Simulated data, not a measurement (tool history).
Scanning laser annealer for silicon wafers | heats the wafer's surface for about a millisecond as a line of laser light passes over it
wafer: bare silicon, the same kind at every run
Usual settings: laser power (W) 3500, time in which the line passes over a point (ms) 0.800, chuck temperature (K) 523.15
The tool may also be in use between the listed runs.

run,hour,laser power (W),time in which the line passes over a point (ms),chuck temperature (K),highest temperature of the surface (K)
1,0.0,3500,0.800,523.15,1202.15
2,48.2,3500,0.653,523.15,1123.15
3,85.8,3500,0.653,523.15,1121.15
4,140.5,3500,0.653,523.15,1120.15
5,202.1,3500,0.653,523.15,1118.15
# hour 210.7: window over the wafer cleaned
6,247.9,3500,0.653,523.15,1153.15
7,305.1,3500,0.653,523.15,1152.15
8,356.8,3185,0.800,523.15,1146.15
9,399.7,3185,0.800,523.15,1142.15
10,445.5,3185,0.800,523.15,1142.15
11,507.2,3185,0.800,523.15,1141.15
12,567.0,3185,0.800,523.15,1138.15
13,602.6,3185,0.800,523.15,1135.15
14,634.7,3291,0.800,523.15,1161.15
15,667.1,3500,0.864,523.15,1242.15
16,733.7,3500,0.864,523.15,1238.15
17,791.6,3799,0.800,523.15,1278.15
18,826.4,3799,0.800,523.15,1274.15
19,879.7,3799,0.800,523.15,1271.15
20,938.2,3799,0.800,523.15,1270.15
21,970.3,3799,0.800,523.15,1264.15
# hour 978.2: laser's power meter calibrated
22,1032.5,3716,0.800,523.15,1244.15
23,1085.5,3535,0.800,523.15,1196.15
24,1141.6,3537,0.800,545.15,1215.15
# hour 1156.1: optics aligned, line set to its width
25,1186.0,3623,0.816,522.15,1243.15
26,1238.3,3623,0.816,522.15,1241.15
# hour 1262.7: laser's power meter calibrated, once more
27,1279.5,3778,0.706,523.15,1214.15
28,1342.2,3013,0.711,488.15,1005.15
# hour 1366.4: window over the wafer cleaned
29,1391.0,3013,0.711,488.15,1041.15
30,1442.4,3013,0.711,488.15,1039.15
31,1486.5,3013,0.711,488.15,1038.15
32,1541.1,3761,0.711,499.15,1221.15
33,1594.2,3306,0.943,545.15,1269.15
34,1626.3,3175,0.803,549.15,1173.15
35,1672.4,3175,0.803,549.15,1172.15
36,1727.3,3587,0.800,520.15,1243.15
37,1787.5,3587,0.800,520.15,1234.15
38,1831.6,3587,0.800,520.15,1238.15
39,1890.8,3587,0.798,513.15,1222.15

5 ways to go on from here, each from the tool as it stands after run 39. What would each give?
A,1955.4,3634,0.867,513.15,?
B,1955.4,2995,0.800,515.15,?
C,1955.4,3500,0.798,504.15,?
D,1955.4,3570,0.800,523.15,?
E,1955.4,3052,0.798,513.15,?

run,highest temperature of the surface (K)
A,1269.15
B,1082.15
C,1190.15
D,1228.15
E,1089.15
Without the tool's hidden state the same runs would have given:
run,highest temperature of the surface (K)
A,1309.15
B,1111.15
C,1226.15
D,1265.15
E,1119.15
